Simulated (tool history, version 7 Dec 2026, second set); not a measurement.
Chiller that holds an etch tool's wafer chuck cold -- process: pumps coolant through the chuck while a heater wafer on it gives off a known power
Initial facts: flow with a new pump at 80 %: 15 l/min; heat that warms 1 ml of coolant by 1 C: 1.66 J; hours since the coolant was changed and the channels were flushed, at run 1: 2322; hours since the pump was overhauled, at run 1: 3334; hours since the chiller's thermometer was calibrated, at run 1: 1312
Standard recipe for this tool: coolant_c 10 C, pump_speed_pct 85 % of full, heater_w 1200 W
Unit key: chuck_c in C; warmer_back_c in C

run,hour,coolant_c,pump_speed_pct,heater_w,hours since the coolant was changed and the channels were flushed,hours since the pump was overhauled,hours since the chiller's thermometer was calibrated,chuck_c,warmer_back_c
1,0.0,10,85,1200,2322,3334,1312,23.4,2.76
2,68.2,10,85,1200,2390,3403,1381,23.4,2.73
3,132.4,10,85,1200,2454,3467,1445,23.4,2.79
4,209.3,10,85,1200,2531,3544,1522,23.2,2.77
5,270.6,20,85,1200,2592,3605,1583,33.4,2.82
6,321.0,20,85,1200,2643,3655,1633,33.5,2.79
7,395.5,20,85,1200,2717,3730,1708,33.3,2.83
8,442.4,8,85,1200,2764,3777,1755,21.2,2.83
9,531.4,12,85,1200,2853,3866,1844,25.2,2.83
10,576.4,12,85,1200,2898,3911,1889,25.2,2.90
11,649.8,10,85,1160,2972,3984,1962,22.8,2.83
12,703.2,10,85,714,3025,4038,2016,17.9,1.73
13,782.9,13,85,756,3105,4117,2095,21.4,1.82
14,846.0,13,81,756,3168,4180,2158,21.5,1.99
15,904.5,10,85,842,3226,4239,2217,19.3,2.10
16,967.1,10,85,842,3289,4301,2279,19.3,2.13
17,1053.6,10,97,651,3375,4388,2366,16.6,1.51
18,1103.3,15,85,1358,3425,4438,2416,30.2,3.30
19,1168.8,1,62,678,3491,4503,2481,10.3,2.38
20,1241.0,4,97,648,3563,4575,2553,10.5,1.55
21,1312.8,17,68,1658,3635,4647,2625,38.3,4.96

Here are 5 independent what-if runs from the current tool condition. What would each one return?
A,1367.0,3,64,1397,3689,4701,2679,?,?
B,1367.0,6,69,854,3689,4701,2679,?,?
C,1367.0,10,82,1200,3689,4701,2679,?,?
D,1367.0,9,70,1266,3689,4701,2679,?,?
E,1367.0,17,62,1658,3689,4701,2679,?,?

run,chuck_c,warmer_back_c
A,21.9,4.44
B,16.8,2.64
C,23.5,3.11
D,24.8,3.73
E,39.5,5.41
Stripped of hidden state, with their random variation kept, the same runs would have yielded:
run,chuck_c,warmer_back_c
A,21.9,4.15
B,16.8,2.36
C,23.5,2.83
D,24.8,3.44
E,39.5,5.12

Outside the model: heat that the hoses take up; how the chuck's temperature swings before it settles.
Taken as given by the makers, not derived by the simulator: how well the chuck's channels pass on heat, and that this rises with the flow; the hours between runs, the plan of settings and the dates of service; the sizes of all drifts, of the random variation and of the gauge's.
